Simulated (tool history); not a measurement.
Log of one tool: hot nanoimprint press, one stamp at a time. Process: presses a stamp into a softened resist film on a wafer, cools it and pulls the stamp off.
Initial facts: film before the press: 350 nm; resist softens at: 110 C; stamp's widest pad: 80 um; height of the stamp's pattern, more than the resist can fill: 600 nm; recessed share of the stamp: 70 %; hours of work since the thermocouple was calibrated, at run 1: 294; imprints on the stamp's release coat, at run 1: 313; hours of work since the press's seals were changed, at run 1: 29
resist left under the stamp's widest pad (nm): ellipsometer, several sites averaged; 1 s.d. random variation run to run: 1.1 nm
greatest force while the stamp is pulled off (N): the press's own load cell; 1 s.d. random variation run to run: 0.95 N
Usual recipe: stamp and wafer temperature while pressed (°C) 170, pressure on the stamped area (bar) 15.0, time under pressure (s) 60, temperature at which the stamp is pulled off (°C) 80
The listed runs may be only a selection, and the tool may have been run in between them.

run	hour	stamp and wafer temperature while pressed (°C)	pressure on the stamped area (bar)	time under pressure (s)	temperature at which the stamp is pulled off (°C)	hours of work since the thermocouple was calibrated	imprints on the stamp's release coat	hours of work since the press's seals were changed	resist left under the stamp's widest pad (nm)	greatest force while the stamp is pulled off (N)
1	0.0	170	15.0	60	80	294	313	29	195.2	124.2
2	11.1	170	15.0	60	80	299	342	34	196.7	125.8
3	26.3	170	15.0	60	80	305	381	41	194.2	124.9
4	37.1	170	15.0	60	84	310	409	45	195.4	119.4
5	54.1	170	17.6	60	80	318	452	53	180.8	125.5
6	67.9	170	17.6	60	80	324	488	59	179.8	125.4
7	80.5	170	17.6	60	69	329	520	64	180.1	136.1
8	96.3	170	17.6	60	69	336	561	71	181.7	136.2
# hour 103.5: stamp cleaned and given a new release coat
9	117.0	170	15.0	60	80	343	35	78	192.5	124.3
10	133.1	170	15.0	60	80	350	76	85	191.4	123.0
11	151.7	170	15.0	60	80	358	123	93	191.7	125.5
12	162.7	170	14.0	60	80	363	152	98	196.8	124.4
13	170.7	170	14.0	60	80	366	172	101	194.5	124.1
# hour 183.0: plate thermocouple calibrated
14	191.1	170	14.0	60	80	4	217	109	198.0	124.0
15	199.2	170	14.0	60	80	7	238	112	199.8	123.3
# hour 202.3: gauge calibrated
16	212.8	170	14.0	103	80	13	273	118	168.0	125.3
17	229.7	168	14.0	103	80	20	316	126	178.8	125.3
18	239.6	170	15.0	32	66	25	342	130	235.3	137.4
19	248.2	159	18.8	81	72	29	364	134	228.6	133.5
20	263.8	182	15.0	33	77	35	404	141	170.3	128.5
21	280.4	182	15.0	33	77	43	446	148	169.7	128.5
22	294.1	182	15.0	33	77	49	481	154	170.0	128.1
23	305.4	182	15.0	33	77	54	511	159	169.3	127.1
24	316.5	170	15.0	61	80	58	539	164	191.2	123.5
# hour 332.4: stamp cleaned and given a new release coat
25	337.6	170	15.0	61	80	65	13	170	192.0	124.9

Run 26 is up next; what results do you expect?
26	345.8	170	15.0	61	80	69	34	174	?	?

Logged for run 26: resist left under the stamp's widest pad (nm) 192.8, greatest force while the stamp is pulled off (N) 124.0.
On a tool with no hidden condition, and with the same random variation, this run would have come out at resist left under the stamp's widest pad (nm) 197.0, greatest force while the stamp is pulled off (N) 124.0.
